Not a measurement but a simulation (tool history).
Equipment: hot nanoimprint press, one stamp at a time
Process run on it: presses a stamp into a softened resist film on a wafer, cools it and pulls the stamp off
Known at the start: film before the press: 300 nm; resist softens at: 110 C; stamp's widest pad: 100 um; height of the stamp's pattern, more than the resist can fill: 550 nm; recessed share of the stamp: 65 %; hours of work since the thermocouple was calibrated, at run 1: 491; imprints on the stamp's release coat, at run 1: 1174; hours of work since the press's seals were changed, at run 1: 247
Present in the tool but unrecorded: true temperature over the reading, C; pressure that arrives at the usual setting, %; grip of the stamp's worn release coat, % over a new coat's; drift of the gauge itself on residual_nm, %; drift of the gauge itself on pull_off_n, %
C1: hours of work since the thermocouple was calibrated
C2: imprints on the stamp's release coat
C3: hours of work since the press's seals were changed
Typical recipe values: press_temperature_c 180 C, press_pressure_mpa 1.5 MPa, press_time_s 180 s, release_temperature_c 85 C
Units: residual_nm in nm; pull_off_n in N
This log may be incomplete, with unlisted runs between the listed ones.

Run 1, hour 0: usual settings; C1 491; C2 1174; C3 247. Result: residual_nm 128.3 nm, pull_off_n 279 N.
Run 2, hour 21.9: usual settings; C1 505; C2 1282; C3 261. Result: residual_nm 126.6 nm, pull_off_n 281 N.
Run 3, hour 35.3: usual settings but press_temperature_c 183 C; C1 514; C2 1348; C3 270. Result: residual_nm 115.4 nm, pull_off_n 298 N.
Run 4, hour 56.8: usual settings but release_temperature_c 81 C; C1 528; C2 1454; C3 283. Result: residual_nm 128.5 nm, pull_off_n 310 N.
Run 5, hour 79: usual settings but press_time_s 111 s, release_temperature_c 81 C; C1 542; C2 1563; C3 298. Result: residual_nm 151 nm, pull_off_n 303 N.
Run 6, hour 94.7: usual settings but press_time_s 111 s, release_temperature_c 81 C; C1 552; C2 1641; C3 308. Result: residual_nm 153.5 nm, pull_off_n 311 N.
Run 7, hour 121.3: usual settings but press_time_s 111 s, release_temperature_c 81 C; C1 569; C2 1771; C3 325. Result: residual_nm 153.8 nm, pull_off_n 317 N.
Run 8, hour 132.9: usual settings; C1 577; C2 1829; C3 332. Result: residual_nm 129.7 nm, pull_off_n 318 N.
Run 9, hour 152.4: usual settings; C1 589; C2 1925; C3 345. Result: residual_nm 129 nm, pull_off_n 332 N.
At hour 173.6: plate thermocouple calibrated.
Run 10, hour 175.9: usual settings; C1 2; C2 2026; C3 358. Result: residual_nm 119.1 nm, pull_off_n 328 N.
Run 11, hour 201.2: usual settings; C1 18; C2 2151; C3 374. Result: residual_nm 116.6 nm, pull_off_n 322 N.
Run 12, hour 220.8: usual settings; C1 30; C2 2247; C3 387. Result: residual_nm 118.6 nm, pull_off_n 324 N.
At hour 248.2: stamp cleaned and given a new release coat.
Run 13, hour 253.7: usual settings; C1 48; C2 27; C3 404. Result: residual_nm 119.5 nm, pull_off_n 211 N.
Run 14, hour 273.2: usual settings; C1 60; C2 123; C3 416. Result: residual_nm 119.9 nm, pull_off_n 208 N.
Run 15, hour 295.6: usual settings but press_temperature_c 190 C, press_pressure_mpa 0.97 MPa, press_time_s 316 s, release_temperature_c 81 C; C1 74; C2 234; C3 431. Result: residual_nm 86.5 nm, pull_off_n 227 N.
Run 16, hour 323.3: usual settings but press_temperature_c 184 C, release_temperature_c 91 C; C1 92; C2 370; C3 449. Result: residual_nm 105.2 nm, pull_off_n 214 N.
Run 17, hour 338.4: usual settings but press_temperature_c 174 C, release_temperature_c 78 C; C1 102; C2 445; C3 458. Result: residual_nm 148.6 nm, pull_off_n 244 N.
Run 18, hour 365.7: usual settings but press_pressure_mpa 1.18 MPa, release_temperature_c 72 C; C1 119; C2 579; C3 476. Result: residual_nm 134.7 nm, pull_off_n 255 N.
Run 19, hour 390.5: usual settings but press_pressure_mpa 1.43 MPa, press_time_s 186 s, release_temperature_c 72 C; C1 135; C2 702; C3 492. Result: residual_nm 123.2 nm, pull_off_n 275 N.
Run 20, hour 409.6: usual settings but press_pressure_mpa 1.43 MPa, press_time_s 186 s, release_temperature_c 72 C; C1 148; C2 795; C3 504. Result: residual_nm 122.5 nm, pull_off_n 283 N.
Run 21, hour 429.7: usual settings but press_pressure_mpa 1 MPa, release_temperature_c 88 C; C1 161; C2 895; C3 517. Result: residual_nm 148.4 nm, pull_off_n 253 N.
Run 22, hour 448.2: usual settings but press_pressure_mpa 1 MPa, release_temperature_c 88 C; C1 172; C2 986; C3 529. Result: residual_nm 146.8 nm, pull_off_n 257 N.
Run 23, hour 473.7: usual settings but press_pressure_mpa 1.12 MPa, release_temperature_c 88 C; C1 189; C2 1112; C3 545. Result: residual_nm 142.4 nm, pull_off_n 257 N.
Run 24, hour 494.8: usual settings but press_temperature_c 175 C, press_pressure_mpa 1.12 MPa, press_time_s 126 s, release_temperature_c 88 C; C1 202; C2 1216; C3 559. Result: residual_nm 186.4 nm, pull_off_n 272 N.
Run 25, hour 508.3: usual settings but press_temperature_c 191 C, press_pressure_mpa 1.68 MPa, press_time_s 219 s, release_temperature_c 91 C; C1 211; C2 1282; C3 567. Result: residual_nm 73.5 nm, pull_off_n 271 N.
Run 26, hour 531.6: usual settings but press_temperature_c 191 C, press_pressure_mpa 1.55 MPa, press_time_s 192 s, release_temperature_c 90 C; C1 226; C2 1397; C3 582. Result: residual_nm 81 nm, pull_off_n 272 N.
Run 27, hour 543.3: usual settings but release_temperature_c 81 C; C1 233; C2 1455; C3 590. Result: residual_nm 123.2 nm, pull_off_n 299 N.
Run 28, hour 568.7: usual settings but release_temperature_c 81 C; C1 250; C2 1580; C3 606. Result: residual_nm 124.3 nm, pull_off_n 297 N.

Below are 4 alternative next runs, each starting from the tool's condition after run 28. Predict each:
Run A, hour 594.6: usual settings but press_temperature_c 178 C, press_time_s 198 s, release_temperature_c 81 C; C1 266; C2 1708; C3 623. Result: residual_nm ?, pull_off_n ?.
Run B, hour 594.6: usual settings but press_pressure_mpa 1.19 MPa, press_time_s 255 s, release_temperature_c 88 C; C1 266; C2 1708; C3 623. Result: residual_nm ?, pull_off_n ?.
Run C, hour 594.6: usual settings but press_time_s 253 s, release_temperature_c 91 C; C1 266; C2 1708; C3 623. Result: residual_nm ?, pull_off_n ?.
Run D, hour 594.6: usual settings but press_time_s 308 s; C1 266; C2 1708; C3 623. Result: residual_nm ?, pull_off_n ?.

run  residual_nm  pull_off_n
  A        128.5         325
  B          124         305
  C        109.9         296
  D        101.8         307
With the hidden condition removed and each run's random variation left untouched, the same runs would have given:
run  residual_nm  pull_off_n
  A        119.5         216
  B        116.1         203
  C          102         197
  D         94.3         204
